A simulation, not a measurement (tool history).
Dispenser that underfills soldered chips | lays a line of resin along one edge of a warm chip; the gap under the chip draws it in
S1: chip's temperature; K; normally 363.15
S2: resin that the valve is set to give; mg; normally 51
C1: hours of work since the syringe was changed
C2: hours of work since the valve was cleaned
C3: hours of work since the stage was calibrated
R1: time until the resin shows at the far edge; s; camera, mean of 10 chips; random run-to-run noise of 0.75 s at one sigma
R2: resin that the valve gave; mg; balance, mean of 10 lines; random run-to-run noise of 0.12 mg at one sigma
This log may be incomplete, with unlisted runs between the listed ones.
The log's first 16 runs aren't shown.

Run 17, day 3.683: usual settings but S1 375.15 K; C1 7; C2 26; C3 145. Result: R1 82.6 s, R2 49.58 mg.
At day 3.846: new syringe of resin.
Run 18, day 3.912: usual settings but S1 350.15 K; C1 1; C2 30; C3 149. Result: R1 112.5 s, R2 49.59 mg.
Run 19, day 4.146: usual settings but S1 350.15 K, S2 57.2 mg; C1 5; C2 34; C3 153. Result: R1 149.9 s, R2 55.08 mg.
Run 20, day 4.288: usual settings but S1 350.15 K, S2 57.2 mg; C1 8; C2 37; C3 155. Result: R1 178.6 s, R2 55.24 mg.
At day 4.417: new syringe of resin.
Run 21, day 4.45: usual settings but S1 351.15 K, S2 47.5 mg; C1 1; C2 39; C3 158. Result: R1 105.8 s, R2 45.88 mg.
At day 4.675: dispensing valve cleaned and set on the balance.
Run 22, day 4.675: usual settings but S1 359.15 K, S2 64.1 mg; C1 4; C2 0; C3 161. Result: R1 99.4 s, R2 64 mg.
At day 5.008: new syringe of resin.
Run 23, day 5.017: usual settings but S1 359.15 K, S2 64.1 mg; C1 0; C2 6; C3 167. Result: R1 78.7 s, R2 63.73 mg.
Run 24, day 5.158: usual settings but S1 359.15 K, S2 64.1 mg; C1 3; C2 8; C3 170. Result: R1 95.4 s, R2 63.41 mg.
Run 25, day 5.475: usual settings but S1 377.15 K, S2 57 mg; C1 8; C2 14; C3 175. Result: R1 85.7 s, R2 56.36 mg.
At day 5.558: new syringe of resin.
Run 26, day 5.717: usual settings but S1 375.15 K, S2 58.9 mg; C1 3; C2 18; C3 180. Result: R1 61.1 s, R2 57.99 mg.
Run 27, day 5.992: usual settings but S1 375.15 K, S2 58.9 mg; C1 8; C2 23; C3 184. Result: R1 86.5 s, R2 57.73 mg.
At day 6.104: new syringe of resin.
Run 28, day 6.192: usual settings but S1 377.15 K; C1 2; C2 27; C3 188. Result: R1 54.2 s, R2 50.04 mg.
Run 29, day 6.367: usual settings but S1 369.15 K, S2 61.5 mg; C1 5; C2 30; C3 191. Result: R1 80.3 s, R2 59.64 mg.
Run 30, day 6.596: usual settings but S1 362.15 K, S2 47.2 mg; C1 9; C2 34; C3 195. Result: R1 136.1 s, R2 45.73 mg.
At day 6.662: new syringe of resin.
Run 31, day 6.821: usual settings but S1 378.15 K, S2 44.7 mg; C1 3; C2 38; C3 199. Result: R1 61 s, R2 43.11 mg.
Run 32, day 7.075: usual settings but S1 377.15 K, S2 56 mg; C1 7; C2 42; C3 203. Result: R1 81.2 s, R2 53.9 mg.
At day 7.138: dispensing valve cleaned and set on the balance.
At day 7.258: new syringe of resin.
Run 33, day 7.458: usual settings but S1 356.15 K, S2 54.4 mg; C1 4; C2 5; C3 209. Result: R1 110.6 s, R2 54.04 mg.
Run 34, day 7.6: usual settings but S1 375.15 K, S2 44.3 mg; C1 6; C2 8; C3 212. Result: R1 81.3 s, R2 43.88 mg.
Run 35, day 7.754: usual settings but S1 355.15 K, S2 65.9 mg; C1 9; C2 11; C3 215. Result: R1 161.7 s, R2 65.25 mg.
At day 7.817: new syringe of resin.
Run 36, day 8.042: usual settings but S1 355.15 K, S2 65.9 mg; C1 4; C2 16; C3 220. Result: R1 115.9 s, R2 65.25 mg.

4 ways to go on from here, each from the tool as it stands after run 36. What would each give?
Run A, day 8.208: usual settings but S1 355.15 K, S2 61.8 mg; C1 7; C2 19; C3 223. Result: R1 ?, R2 ?.
Run B, day 8.208: usual settings but S1 360.15 K, S2 65.6 mg; C1 7; C2 19; C3 223. Result: R1 ?, R2 ?.
Run C, day 8.208: usual settings but S1 377.15 K, S2 61.8 mg; C1 7; C2 19; C3 223. Result: R1 ?, R2 ?.
Run D, day 8.208: usual settings but S1 360.15 K, S2 47.4 mg; C1 7; C2 19; C3 223. Result: R1 ?, R2 ?.

run     R1     R2
  A  144.7  61.06
  B  129.1  64.22
  C   80.2  60.88
  D  131.1  46.45
Without the tool's hidden state the same runs would have given:
run    R1     R2
  A  84.5   62.1
  B  75.4  65.32
  C  46.9  61.92
  D  76.4  47.24
